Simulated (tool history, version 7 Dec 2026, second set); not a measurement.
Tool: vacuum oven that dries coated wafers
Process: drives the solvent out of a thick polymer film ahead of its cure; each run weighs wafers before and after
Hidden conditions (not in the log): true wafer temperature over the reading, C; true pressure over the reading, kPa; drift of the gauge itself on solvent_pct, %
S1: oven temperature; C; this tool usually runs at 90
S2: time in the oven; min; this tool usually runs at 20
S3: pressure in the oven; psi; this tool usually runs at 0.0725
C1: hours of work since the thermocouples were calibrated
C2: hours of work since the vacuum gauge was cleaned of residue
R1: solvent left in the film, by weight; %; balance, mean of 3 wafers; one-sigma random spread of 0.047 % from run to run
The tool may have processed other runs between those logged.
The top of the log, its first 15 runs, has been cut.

run,day,S1,S2,S3,C1,C2,R1
16,22.204,90,20,0.0413,113,794,1.85
17,24.075,93,20,0.0725,133,814,1.54
18,24.925,93,20,0.0725,142,823,1.55
19,26.025,90,20,0.0725,154,835,2.25
20,26.842,90,20,0.0725,163,844,2.18
21,27.921,101,33,0.1339,175,856,0.82
22,29.000,96,15,0.0400,186,867,1.50
23,30.221,96,15,0.0400,199,880,1.61
24,31.904,81,15,0.0400,217,898,6.28
25,33.529,76,20,0.0676,235,916,6.90
26,34.688,76,20,0.0676,247,928,6.94
27,36.121,86,20,0.1827,263,944,4.19
28,37.350,86,20,0.1827,276,957,4.18
29,38.312,90,28,0.0709,286,967,1.31
30,39.788,90,23,0.0709,302,983,1.69
31,41.304,90,23,0.0709,318,999,1.70
32,43.000,94,13,0.0389,336,1018,2.67
33,44.662,94,13,0.0635,354,1035,2.90
34,45.838,94,13,0.0635,367,1048,2.79
35,47.183,89,20,0.0725,381,1062,2.39
36,48.325,102,18,0.0424,394,1075,0.46
37,49.754,102,18,0.0424,409,1090,0.51

Branching from run 37: 3 alternative next runs. What would each branch give?
A,51.408,102,15,0.0410,427,1108,?
B,51.408,97,16,0.0793,427,1108,?
C,51.408,98,22,0.1204,427,1108,?

run,R1
A,0.65
B,1.51
C,0.96
The same runs, with their run-to-run variation unchanged, on a tool lacking any hidden condition would have given:
run,R1
A,0.64
B,1.49
C,0.94

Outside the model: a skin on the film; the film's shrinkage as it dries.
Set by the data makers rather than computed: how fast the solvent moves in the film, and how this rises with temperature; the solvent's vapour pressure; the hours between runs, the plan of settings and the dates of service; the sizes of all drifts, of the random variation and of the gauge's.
